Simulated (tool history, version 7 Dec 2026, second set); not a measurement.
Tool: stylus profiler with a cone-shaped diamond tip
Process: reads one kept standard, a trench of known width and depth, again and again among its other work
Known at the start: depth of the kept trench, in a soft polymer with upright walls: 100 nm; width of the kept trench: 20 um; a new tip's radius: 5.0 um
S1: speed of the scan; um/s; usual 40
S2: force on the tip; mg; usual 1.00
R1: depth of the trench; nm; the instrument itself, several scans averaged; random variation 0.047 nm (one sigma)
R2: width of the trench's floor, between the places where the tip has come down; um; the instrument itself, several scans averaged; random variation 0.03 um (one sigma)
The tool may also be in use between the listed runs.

run	hour	S1	S2	R1	R2
1	0.0	40	1.00	100.87	17.87
2	13.6	40	0.79	100.75	17.82
3	23.9	12	0.79	100.64	17.87
4	40.9	12	0.79	100.68	17.86
5	53.0	12	0.79	100.77	17.89
6	67.5	12	0.79	100.76	17.86
7	80.8	12	0.79	100.73	17.86
8	94.8	104	0.37	100.48	17.41
# hour 96.4: height scale calibrated on a step standard
9	110.3	104	0.37	100.52	17.38
10	120.3	13	1.16	100.96	17.88

The next listed run, before its measurement:
11	140.3	20	1.00	?	?

R1: 100.90 nm
R2: 17.83 um
Without the tool's hidden state the same run would have given R1 100.75 nm, R2 17.96 um.
